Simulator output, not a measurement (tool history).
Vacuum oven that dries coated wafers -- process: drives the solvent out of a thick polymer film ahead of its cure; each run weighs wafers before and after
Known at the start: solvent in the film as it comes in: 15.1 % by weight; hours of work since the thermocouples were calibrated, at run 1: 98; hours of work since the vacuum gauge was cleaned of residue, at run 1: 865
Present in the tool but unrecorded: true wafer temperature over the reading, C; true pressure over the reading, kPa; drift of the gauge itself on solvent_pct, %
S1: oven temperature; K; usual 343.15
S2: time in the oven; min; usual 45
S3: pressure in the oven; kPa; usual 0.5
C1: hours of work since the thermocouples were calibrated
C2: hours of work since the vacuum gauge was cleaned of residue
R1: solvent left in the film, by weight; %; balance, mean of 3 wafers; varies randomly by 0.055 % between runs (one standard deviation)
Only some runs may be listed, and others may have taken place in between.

run 1 hour=0 | S1=343.15 S2=45 S3=0.5 | C1=98 C2=865 | R1=2.48
run 2 hour=23.9 | S1=343.15 S2=45 S3=0.37 | C1=115 C2=882 | R1=2.31
run 3 hour=51.9 | S1=348.15 S2=45 S3=0.5 | C1=135 C2=902 | R1=1.36
run 4 hour=71.2 | S1=357.15 S2=45 S3=0.5 | C1=149 C2=916 | R1=0.48
run 5 hour=86.7 | S1=357.15 S2=45 S3=0.5 | C1=160 C2=927 | R1=0.42
run 6 hour=103.9 | S1=343.15 S2=26 S3=0.5 | C1=172 C2=939 | R1=4.72
run 7 hour=127.2 | S1=343.15 S2=45 S3=0.441 | C1=189 C2=956 | R1=2.5
run 8 hour=151.4 | S1=343.15 S2=45 S3=0.5 | C1=206 C2=973 | R1=2.5
run 9 hour=169.4 | S1=343.15 S2=45 S3=0.5 | C1=219 C2=986 | R1=2.6
run 10 hour=190.8 | S1=343.15 S2=45 S3=0.5 | C1=234 C2=1002 | R1=2.54
run 11 hour=207 | S1=343.15 S2=45 S3=0.5 | C1=246 C2=1013 | R1=2.65
run 12 hour=238.9 | S1=343.15 S2=45 S3=0.5 | C1=269 C2=1036 | R1=2.5
run 13 hour=269 | S1=352.15 S2=45 S3=0.5 | C1=290 C2=1058 | R1=0.9
run 14 hour=295.6 | S1=343.15 S2=45 S3=0.5 | C1=309 C2=1077 | R1=2.56
run 15 hour=309 | S1=343.15 S2=45 S3=0.5 | C1=319 C2=1086 | R1=2.64
run 16 hour=331.1 | S1=343.15 S2=45 S3=0.5 | C1=335 C2=1102 | R1=2.57
run 17 hour=347.2 | S1=343.15 S2=45 S3=0.5 | C1=346 C2=1114 | R1=2.62
run 18 hour=360.4 | S1=343.15 S2=45 S3=0.5 | C1=356 C2=1123 | R1=2.68
run 19 hour=374 | S1=343.15 S2=45 S3=0.5 | C1=365 C2=1133 | R1=2.57
run 20 hour=401.1 | S1=331.15 S2=45 S3=0.5 | C1=385 C2=1152 | R1=7.19
run 21 hour=417.8 | S1=331.15 S2=45 S3=0.5 | C1=397 C2=1164 | R1=7.33
run 22 hour=445.8 | S1=343.15 S2=41 S3=0.5 | C1=417 C2=1184 | R1=2.97
run 23 hour=464.7 | S1=343.15 S2=45 S3=0.295 | C1=431 C2=1198 | R1=2.53
run 24 hour=483.4 | S1=343.15 S2=45 S3=0.295 | C1=444 C2=1211 | R1=2.6
run 25 hour=508.1 | S1=343.15 S2=45 S3=0.295 | C1=462 C2=1229 | R1=2.6
run 26 hour=535.3 | S1=343.15 S2=45 S3=0.467 | C1=481 C2=1248 | R1=2.79
run 27 hour=548.6 | S1=336.15 S2=31 S3=0.424 | C1=491 C2=1258 | R1=6.71
run 28 hour=564.9 | S1=336.15 S2=31 S3=0.424 | C1=502 C2=1270 | R1=6.67
run 29 hour=594.7 | S1=336.15 S2=31 S3=0.424 | C1=524 C2=1291 | R1=6.64
run 30 hour=626.3 | S1=338.15 S2=36 S3=0.5 | C1=546 C2=1314 | R1=5.47
run 31 hour=641.6 | S1=338.15 S2=74 S3=0.5 | C1=557 C2=1325 | R1=2.69
run 32 hour=668.4 | S1=338.15 S2=74 S3=0.5 | C1=576 C2=1344 | R1=2.78
run 33 hour=689.6 | S1=338.15 S2=74 S3=0.5 | C1=592 C2=1359 | R1=2.59
run 34 hour=719 | S1=345.15 S2=42 S3=0.554 | C1=613 C2=1380 | R1=2.49
run 35 hour=751.2 | S1=331.15 S2=26 S3=0.776 | C1=636 C2=1403 | R1=9.33
run 36 hour=771.3 | S1=331.15 S2=26 S3=0.776 | C1=650 C2=1418 | R1=9.37
run 37 hour=791.8 | S1=333.15 S2=78 S3=1.812 | C1=665 C2=1432 | R1=5.96
run 38 hour=822.6 | S1=349.15 S2=66 S3=1.842 | C1=687 C2=1454 | R1=2.05
run 39 hour=839.7 | S1=349.15 S2=54 S3=1.609 | C1=699 C2=1467 | R1=1.91
run 40 hour=871.2 | S1=343.15 S2=34 S3=1.671 | C1=722 C2=1489 | R1=4.85
run 41 hour=886.3 | S1=343.15 S2=71 S3=0.829 | C1=733 C2=1500 | R1=2.03
run 42 hour=918.4 | S1=343.15 S2=71 S3=0.829 | C1=756 C2=1523 | R1=1.92
run 43 hour=940.3 | S1=343.15 S2=71 S3=0.829 | C1=771 C2=1539 | R1=1.96
-- hour=950.9 oven's thermocouples calibrated
run 44 hour=974.3 | S1=343.15 S2=49 S3=0.974 | C1=17 C2=1562 | R1=2.79
run 45 hour=993.6 | S1=343.15 S2=45 S3=1.907 | C1=31 C2=1575 | R1=3.85
run 46 hour=1008.8 | S1=343.15 S2=24 S3=0.5 | C1=41 C2=1586 | R1=5.18

Some steps in R1 between neighbouring runs. How much of each would the tool show without its hidden state too (settings, what came in, random variation), and how much is left for the hidden state, with any gauge scatter that isn't in both results?
Run 19 -> 20: S1 343.15 -> 331.15. R1 +4.62 %: hidden state +0.12, all else +4.5.
Run 21 -> 22: S1 331.15 -> 343.15, S2 45 -> 41. R1 -4.36 %: hidden state -0.09, all else -4.27.
Run 34 -> 35: S1 345.15 -> 331.15, S2 42 -> 26, S3 0.554 -> 0.776. R1 +6.84 %: hidden state +0, all else +6.84.
Run 36 -> 37: S1 331.15 -> 333.15, S2 26 -> 78, S3 0.776 -> 1.812. R1 -3.41 %: hidden state +0.3, all else -3.71.
Run 37 -> 38: S1 333.15 -> 349.15, S2 78 -> 66, S3 1.812 -> 1.842. R1 -3.91 %: hidden state -0.47, all else -3.44.
Run 39 -> 40: S1 349.15 -> 343.15, S2 54 -> 34, S3 1.609 -> 1.671. R1 +2.94 %: hidden state +0.26, all else +2.68.
